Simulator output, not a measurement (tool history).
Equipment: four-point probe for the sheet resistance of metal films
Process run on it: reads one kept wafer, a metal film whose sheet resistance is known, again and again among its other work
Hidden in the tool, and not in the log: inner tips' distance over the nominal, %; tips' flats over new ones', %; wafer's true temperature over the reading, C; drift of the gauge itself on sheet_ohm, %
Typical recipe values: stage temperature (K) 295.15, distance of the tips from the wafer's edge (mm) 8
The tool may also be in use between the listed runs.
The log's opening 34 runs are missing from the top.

run   hour  stage temperature (K)  distance of the tips from the wafer's edge (mm)  touches since the probe head was changed  hours of work since the stage's thermometer was calibrated  sheet resistance as the instrument gives it (ohm/square)
 35  466.1                 301.15                                               21                                     80981                                                         468                                                  0.255629
 36  475.9                 306.15                                                7                                     81448                                                         474                                                  0.256995
 37  492.0                 306.15                                                7                                     82210                                                         484                                                  0.257015
 38  508.5                 306.15                                                7                                     82996                                                         495                                                  0.257104
 39  523.5                 293.15                                                4                                     83707                                                         504                                                  0.256235
 40  540.7                 295.15                                               23                                     84521                                                         514                                                  0.254660
 41  549.9                 298.15                                               36                                     84961                                                         520                                                  0.255091
 42  559.8                 298.15                                               36                                     85429                                                         526                                                  0.255011
 43  568.6                 294.15                                                8                                     85848                                                         532                                                  0.254847
 44  586.8                 294.15                                                8                                     86710                                                         543                                                  0.254834
 45  596.7                 302.15                                                6                                     87181                                                         549                                                  0.256737

Forecast each of these 4 alternatives for the next run:
  A  605.4                 302.15                                               21                                     87596                                                         555                                                         ?
  B  605.4                 302.15                                                4                                     87596                                                         555                                                         ?
  C  605.4                 292.15                                                7                                     87596                                                         555                                                         ?
  D  605.4                 296.15                                                7                                     87596                                                         555                                                         ?

run  sheet resistance as the instrument gives it (ohm/square)
  A                                                  0.255852
  B                                                  0.257904
  C                                                  0.254886
  D                                                  0.255419
What these runs would have given with no unlogged condition in the tool:
run  sheet resistance as the instrument gives it (ohm/square)
  A                                                  0.253782
  B                                                  0.255819
  C                                                  0.252831
  D                                                  0.253357
